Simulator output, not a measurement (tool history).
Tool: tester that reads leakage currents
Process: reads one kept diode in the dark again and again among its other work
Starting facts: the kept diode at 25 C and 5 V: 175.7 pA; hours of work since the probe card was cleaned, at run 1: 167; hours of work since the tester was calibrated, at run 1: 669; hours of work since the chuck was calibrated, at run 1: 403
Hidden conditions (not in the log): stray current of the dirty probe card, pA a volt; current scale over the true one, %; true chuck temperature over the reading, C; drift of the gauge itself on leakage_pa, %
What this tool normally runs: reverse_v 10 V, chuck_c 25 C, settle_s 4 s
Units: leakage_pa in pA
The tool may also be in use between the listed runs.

run,hour,reverse_v,chuck_c,settle_s,hours of work since the probe card was cleaned,hours of work since the tester was calibrated,hours of work since the chuck was calibrated,leakage_pa
1,0,10,25,4,167,669,403,233.64
2,127.5,1.5,25,4,240,742,475,108.34
3,236,12.2,25,4,302,804,538,252.6
4,426.4,12.2,35,4,411,913,647,618.14
5,557.7,12.2,35,4,486,988,722,617.89
6,683.7,12.2,35,4,558,1060,794,618.71
7,844.1,12.2,35,4,650,1152,885,620.67
8,1023.1,10,48,4,752,1254,988,1681.61
9,1210.6,10,25,4,859,1361,1095,232.48
# hour 1313.5: chuck's temperature calibrated
10,1399.2,10,25,4,966,1468,49,233.67
11,1565.5,10,51,4,1061,1563,144,2130.47
12,1778,1.3,29,4,1183,1685,266,147.15
# hour 1882.8: probe card cleaned and baked
13,1882.8,4,36,4,0,1743,324,430.43
14,1996.6,4,36,4,65,1808,389,427.77
15,2215.4,5.8,48,2.75,190,1933,514,1351.6
16,2439.8,6,24,0.54,319,2062,643,175.93
17,2577.1,6,24,0.54,397,2140,721,175.76
# hour 2613.7: tester calibrated
18,2762.3,6,24,2.14,502,85,826,173.19
19,2932.5,2.1,25,4,599,182,923,124.41
20,3115.3,2.1,25,4,704,287,1028,123.69
21,3249.1,2.1,25,3.93,781,363,1104,124.58

4 ways to go on from here, each from the tool as it stands after run 21. What would each give?
# hour 3344.4: chuck's temperature calibrated
A,3442.7,2.1,48,3.93,890,473,56,?
# hour 3344.4: chuck's temperature calibrated
B,3442.7,10,55,4,890,473,56,?
# hour 3344.4: chuck's temperature calibrated
C,3442.7,4.4,39,7.24,890,473,56,?
# hour 3344.4: chuck's temperature calibrated
D,3442.7,4,25,0.47,890,473,56,?

run,leakage_pa
A,898.81
B,2927.38
C,578.42
D,164.22
With no hidden state in the tool, these same runs would have given:
run,leakage_pa
A,898.81
B,2927.35
C,578.39
D,164.18

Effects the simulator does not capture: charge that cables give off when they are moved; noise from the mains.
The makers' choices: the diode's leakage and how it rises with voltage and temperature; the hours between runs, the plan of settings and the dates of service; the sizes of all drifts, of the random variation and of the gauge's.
